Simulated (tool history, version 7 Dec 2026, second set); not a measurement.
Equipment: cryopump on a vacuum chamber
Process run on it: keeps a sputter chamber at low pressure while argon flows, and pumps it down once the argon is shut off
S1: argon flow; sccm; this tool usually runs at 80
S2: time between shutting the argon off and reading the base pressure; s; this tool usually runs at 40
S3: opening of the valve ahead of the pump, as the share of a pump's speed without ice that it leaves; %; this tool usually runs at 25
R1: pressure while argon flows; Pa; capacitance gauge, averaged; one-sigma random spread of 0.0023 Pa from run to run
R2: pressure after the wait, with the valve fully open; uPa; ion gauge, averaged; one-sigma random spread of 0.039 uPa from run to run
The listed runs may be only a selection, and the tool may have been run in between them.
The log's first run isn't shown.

| run | day | S1 | S2 | S3 | R1 | R2 |
|---|---|---|---|---|---|---|
| 2 | 0.496 | 80 | 40 | 25 | 0.5709 | 2.80 |
| 3 | 0.888 | 80 | 40 | 25 | 0.5774 | 2.76 |
| 4 | 1.662 | 80 | 40 | 25 | 0.5728 | 2.77 |
| 5 | 2.188 | 80 | 40 | 25 | 0.5734 | 2.79 |
| 6 | 2.575 | 80 | 40 | 25 | 0.5781 | 2.86 |
| 7 | 3.238 | 80 | 40 | 35 | 0.4139 | 2.80 |
| 8 | 3.933 | 80 | 40 | 25 | 0.5750 | 2.81 |
| 9 | 4.567 | 80 | 35 | 25 | 0.5749 | 3.12 |
| 10 | 5.350 | 80 | 35 | 25 | 0.5770 | 3.12 |
| 11 | 6.133 | 80 | 35 | 25 | 0.5755 | 3.12 |
| 12 | 6.862 | 80 | 35 | 25 | 0.5779 | 3.22 |
| 13 | 7.692 | 115 | 40 | 25 | 0.8400 | 2.81 |
| 14 | 8.258 | 115 | 40 | 25 | 0.8303 | 2.82 |
| 15 | 8.942 | 115 | 40 | 25 | 0.8347 | 2.94 |
| 16 | 9.458 | 80 | 198 | 25 | 0.5791 | 1.37 |
| 17 | 9.792 | 80 | 40 | 39 | 0.3762 | 2.90 |
| 18 | 10.567 | 80 | 40 | 39 | 0.3812 | 3.01 |
| 19 | 10.988 | 80 | 46 | 25 | 0.5773 | 2.67 |
| 20 | 11.625 | 127 | 287 | 18 | 1.2614 | 1.29 |

The next listed run, before its measurement:
| 21 | 12.221 | 127 | 287 | 18 | ? | ? |

{"run 21": {"R1": 1.2751, "R2": 1.31}}
Minus the tool's unlogged condition, the same run would have read R1 1.2324 Pa, R2 0.60 uPa.
